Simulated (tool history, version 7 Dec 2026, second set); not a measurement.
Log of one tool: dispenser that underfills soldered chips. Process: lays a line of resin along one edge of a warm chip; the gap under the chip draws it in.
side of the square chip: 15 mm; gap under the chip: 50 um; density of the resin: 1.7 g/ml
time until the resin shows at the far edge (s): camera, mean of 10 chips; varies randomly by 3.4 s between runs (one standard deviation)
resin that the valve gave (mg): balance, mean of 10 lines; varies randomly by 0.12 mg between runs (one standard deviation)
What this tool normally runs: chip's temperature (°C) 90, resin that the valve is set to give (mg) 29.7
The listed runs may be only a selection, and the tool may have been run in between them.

run   hour  chip's temperature (°C)  resin that the valve is set to give (mg)  time until the resin shows at the far edge (s)  resin that the valve gave (mg)
  1    0.0                       90                                      29.7                                           413.7                           28.38
  2    8.3                       90                                      29.7                                           332.2                           28.19
  3   16.9                      104                                      29.7                                           320.2                           28.00
  4   27.3                      104                                      29.7                                           258.8                           27.97
  5   33.0                       93                                      29.7                                           453.4                           27.99
  6   44.2                       93                                      29.7                                           365.9                           29.82
  7   50.7                       78                                      29.7                                           780.6                           29.55
  8   63.1                       78                                      29.7                                           730.9                           29.32
  9   75.2                       90                                      29.7                                           440.4                           29.48
 10   83.7                       90                                      29.7                                           339.6                           28.93
 11   93.7                       90                                      29.7                                           516.0                           28.86
 12   99.7                       90                                      29.7                                           357.9                           28.97
 13  110.9                       90                                      29.7                                           317.8                           28.76
 14  117.7                       90                                      29.7                                           417.6                           28.55
 15  124.6                       90                                      29.7                                           563.7                           28.42
 16  136.3                       90                                      29.7                                           488.8                           28.22
 17  148.7                       90                                      29.7                                           452.6                           28.10
 18  157.5                       90                                      29.7                                           340.4                           27.88
 19  164.8                       90                                      29.7                                           464.5                           27.82
 20  176.1                       88                                      28.8                                           419.2                           27.02
 21  187.1                       95                                      31.2                                           270.0                           31.26
 22  197.6                       95                                      31.2                                           430.9                           31.32
 23  205.5                       96                                      29.2                                           314.4                           28.87
 24  215.4                       90                                      30.0                                           315.8                           29.73
 25  226.9                       90                                      29.6                                           516.5                           29.08
 26  237.5                       76                                      36.6                                           646.3                           35.72
 27  247.3                       76                                      36.6                                           528.6                           35.60
 28  257.7                       99                                      29.5                                           413.3                           28.56
 29  263.0                       75                                      28.5                                           609.2                           27.36
 30  273.7                       80                                      31.9                                           426.9                           30.54
 31  281.7                       99                                      28.0                                           349.2                           26.74
 32  293.0                       89                                      34.2                                           399.8                           32.46
 33  303.5                       95                                      34.2                                           271.8                           32.33
 34  311.3                       77                                      25.6                                           687.8                           24.14
 35  324.7                       76                                      33.5                                           609.9                           33.39
 36  333.5                       82                                      32.7                                           406.1                           32.75

Taken out of this log: 26 entries between the listed runs. Where each belongs, and how the hidden state differs across it:
In the gap between runs 1 and 2: new syringe of resin (hour 7.8)
  resin's viscosity, % of fresh resin's: 130.5 -> 104.2; dose that the valve gives, % of what is set: 95.48 -> 95.06; true chip temperature over the reading, C: 1.87 -> 1.91
  difference, measured minus the result without the unlogged condition, time until the resin shows at the far edge (s): +80.6 -> -2.7; resin that the valve gave (mg): -1.35 -> -1.46
In the gap between runs 3 and 4: new syringe of resin (hour 22.4)
  resin's viscosity, % of fresh resin's: 149.8 -> 122; dose that the valve gives, % of what is set: 94.67 -> 94.2; true chip temperature over the reading, C: 1.95 -> 2
  difference, measured minus the result without the unlogged condition, time until the resin shows at the far edge (s): +96.4 -> +36.6; resin that the valve gave (mg): -1.58 -> -1.73
In the gap between runs 5 and 6: new syringe of resin (hour 37.0); dispensing valve cleaned and set on the balance (hour 40.3)
  resin's viscosity, % of fresh resin's: 155.3 -> 128.5; dose that the valve gives, % of what is set: 93.88 -> 99.83; true chip temperature over the reading, C: 2.03 -> 2.08
  difference, measured minus the result without the unlogged condition, time until the resin shows at the far edge (s): +146.4 -> +63.1; resin that the valve gave (mg): -1.82 -> -0.05
In the gap between runs 7 and 8: new syringe of resin (hour 52.4)
  resin's viscosity, % of fresh resin's: 168.9 -> 158.8; dose that the valve gives, % of what is set: 99.53 -> 98.92; true chip temperature over the reading, C: 2.12 -> 2.18
  difference, measured minus the result without the unlogged condition, time until the resin shows at the far edge (s): +286.6 -> +238.1; resin that the valve gave (mg): -0.14 -> -0.32
In the gap between runs 8 and 9: new syringe of resin (hour 66.8)
  resin's viscosity, % of fresh resin's: 158.8 -> 142; dose that the valve gives, % of what is set: 98.92 -> 98.36; true chip temperature over the reading, C: 2.18 -> 2.25
  difference, measured minus the result without the unlogged condition, time until the resin shows at the far edge (s): +238.1 -> +109.4; resin that the valve gave (mg): -0.32 -> -0.49
In the gap between runs 9 and 10: new syringe of resin (hour 81.6)
  resin's viscosity, % of fresh resin's: 142 -> 109.3; dose that the valve gives, % of what is set: 98.36 -> 97.96; true chip temperature over the reading, C: 2.25 -> 2.29
  difference, measured minus the result without the unlogged condition, time until the resin shows at the far edge (s): +109.4 -> +7.5; resin that the valve gave (mg): -0.49 -> -0.60
In the gap between runs 11 and 12: new syringe of resin (hour 96.8)
  resin's viscosity, % of fresh resin's: 166.6 -> 113.7; dose that the valve gives, % of what is set: 97.51 -> 97.23; true chip temperature over the reading, C: 2.34 -> 2.37
  difference, measured minus the result without the unlogged condition, time until the resin shows at the far edge (s): +185.0 -> +21.2; resin that the valve gave (mg): -0.74 -> -0.83
In the gap between runs 12 and 13: new syringe of resin (hour 110.9)
  resin's viscosity, % of fresh resin's: 113.7 -> 101; dose that the valve gives, % of what is set: 97.23 -> 96.66; true chip temperature over the reading, C: 2.37 -> 2.43
  difference, measured minus the result without the unlogged condition, time until the resin shows at the far edge (s): +21.2 -> -18.9; resin that the valve gave (mg): -0.83 -> -1.00
In the gap between runs 15 and 16: new syringe of resin (hour 125.8)
  resin's viscosity, % of fresh resin's: 180.1 -> 156.2; dose that the valve gives, % of what is set: 95.95 -> 95.37; true chip temperature over the reading, C: 2.5 -> 2.55
  difference, measured minus the result without the unlogged condition, time until the resin shows at the far edge (s): +228.6 -> +153.3; resin that the valve gave (mg): -1.20 -> -1.37
In the gap between runs 16 and 17: new syringe of resin (hour 140.8)
  resin's viscosity, % of fresh resin's: 156.2 -> 142; dose that the valve gives, % of what is set: 95.37 -> 94.76; true chip temperature over the reading, C: 2.55 -> 2.61
  difference, measured minus the result without the unlogged condition, time until the resin shows at the far edge (s): +153.3 -> +110.5; resin that the valve gave (mg): -1.37 -> -1.55
In the gap between runs 17 and 18: new syringe of resin (hour 155.3)
  resin's viscosity, % of fresh resin's: 142 -> 109.4; dose that the valve gives, % of what is set: 94.76 -> 94.38; true chip temperature over the reading, C: 2.61 -> 2.66
  difference, measured minus the result without the unlogged condition, time until the resin shows at the far edge (s): +110.5 -> +6.4; resin that the valve gave (mg): -1.55 -> -1.66
In the gap between runs 19 and 20: new syringe of resin (hour 170.3)
  resin's viscosity, % of fresh resin's: 148.7 -> 127.8; dose that the valve gives, % of what is set: 94.05 -> 93.54; true chip temperature over the reading, C: 2.7 -> 2.76
  difference, measured minus the result without the unlogged condition, time until the resin shows at the far edge (s): +128.8 -> +66.8; resin that the valve gave (mg): -1.76 -> -1.87
In the gap between runs 20 and 21: dispensing valve cleaned and set on the balance (hour 181.7); new syringe of resin (hour 186.2)
  resin's viscosity, % of fresh resin's: 127.8 -> 104.2; dose that the valve gives, % of what is set: 93.54 -> 100.02; true chip temperature over the reading, C: 2.76 -> 2.81
  difference, measured minus the result without the unlogged condition, time until the resin shows at the far edge (s): +66.8 -> -11.3; resin that the valve gave (mg): -1.87 -> +0.01
In the gap between runs 22 and 23: new syringe of resin (hour 200.6)
  resin's viscosity, % of fresh resin's: 161.8 -> 121.6; dose that the valve gives, % of what is set: 99.53 -> 99.15; true chip temperature over the reading, C: 2.86 -> 2.9
  difference, measured minus the result without the unlogged condition, time until the resin shows at the far edge (s): +141.3 -> +33.5; resin that the valve gave (mg): -0.15 -> -0.25
In the gap between runs 23 and 24: new syringe of resin (hour 215.1)
  resin's viscosity, % of fresh resin's: 121.6 -> 102.6; dose that the valve gives, % of what is set: 99.15 -> 98.7; true chip temperature over the reading, C: 2.9 -> 2.95
  difference, measured minus the result without the unlogged condition, time until the resin shows at the far edge (s): +33.5 -> -20.0; resin that the valve gave (mg): -0.25 -> -0.39
In the gap between runs 25 and 26: new syringe of resin (hour 229.9)
  resin's viscosity, % of fresh resin's: 166.5 -> 139.6; dose that the valve gives, % of what is set: 98.13 -> 97.62; true chip temperature over the reading, C: 3.01 -> 3.06
  difference, measured minus the result without the unlogged condition, time until the resin shows at the far edge (s): +177.6 -> +135.3; resin that the valve gave (mg): -0.55 -> -0.87
In the gap between runs 26 and 27: new syringe of resin (hour 244.4)
  resin's viscosity, % of fresh resin's: 139.6 -> 115; dose that the valve gives, % of what is set: 97.62 -> 97.15; true chip temperature over the reading, C: 3.06 -> 3.11
  difference, measured minus the result without the unlogged condition, time until the resin shows at the far edge (s): +135.3 -> +20.6; resin that the valve gave (mg): -0.87 -> -1.05
In the gap between runs 28 and 29: new syringe of resin (hour 258.5)
  resin's viscosity, % of fresh resin's: 178.2 -> 123.5; dose that the valve gives, % of what is set: 96.67 -> 96.42; true chip temperature over the reading, C: 3.16 -> 3.19
  difference, measured minus the result without the unlogged condition, time until the resin shows at the far edge (s): +160.7 -> +65.2; resin that the valve gave (mg): -0.99 -> -1.02
In the gap between runs 29 and 30: new syringe of resin (hour 272.7)
  resin's viscosity, % of fresh resin's: 123.5 -> 104.1; dose that the valve gives, % of what is set: 96.42 -> 95.96; true chip temperature over the reading, C: 3.19 -> 3.24
  difference, measured minus the result without the unlogged condition, time until the resin shows at the far edge (s): +65.2 -> -25.6; resin that the valve gave (mg): -1.02 -> -1.29
In the gap between runs 31 and 32: new syringe of resin (hour 287.2)
  resin's viscosity, % of fresh resin's: 146.3 -> 130; dose that the valve gives, % of what is set: 95.55 -> 95.02; true chip temperature over the reading, C: 3.28 -> 3.34
  difference, measured minus the result without the unlogged condition, time until the resin shows at the far edge (s): +89.3 -> +60.7; resin that the valve gave (mg): -1.25 -> -1.70
In the gap between runs 32 and 33: new syringe of resin (hour 301.9)
  resin's viscosity, % of fresh resin's: 130 -> 106.2; dose that the valve gives, % of what is set: 95.02 -> 94.54; true chip temperature over the reading, C: 3.34 -> 3.39
  difference, measured minus the result without the unlogged condition, time until the resin shows at the far edge (s): +60.7 -> -9.6; resin that the valve gave (mg): -1.70 -> -1.87
In the gap between runs 34 and 35: new syringe of resin (hour 317.0); dispensing valve cleaned and set on the balance (hour 324.0)
  resin's viscosity, % of fresh resin's: 147.8 -> 131.6; dose that the valve gives, % of what is set: 94.16 -> 99.91; true chip temperature over the reading, C: 3.43 -> 3.49
  difference, measured minus the result without the unlogged condition, time until the resin shows at the far edge (s): +177.4 -> +91.0; resin that the valve gave (mg): -1.49 -> -0.03
In the gap between runs 35 and 36: new syringe of resin (hour 332.6)
  resin's viscosity, % of fresh resin's: 131.6 -> 106.1; dose that the valve gives, % of what is set: 99.91 -> 99.49; true chip temperature over the reading, C: 3.49 -> 3.54
  difference, measured minus the result without the unlogged condition, time until the resin shows at the far edge (s): +91.0 -> -21.4; resin that the valve gave (mg): -0.03 -> -0.17

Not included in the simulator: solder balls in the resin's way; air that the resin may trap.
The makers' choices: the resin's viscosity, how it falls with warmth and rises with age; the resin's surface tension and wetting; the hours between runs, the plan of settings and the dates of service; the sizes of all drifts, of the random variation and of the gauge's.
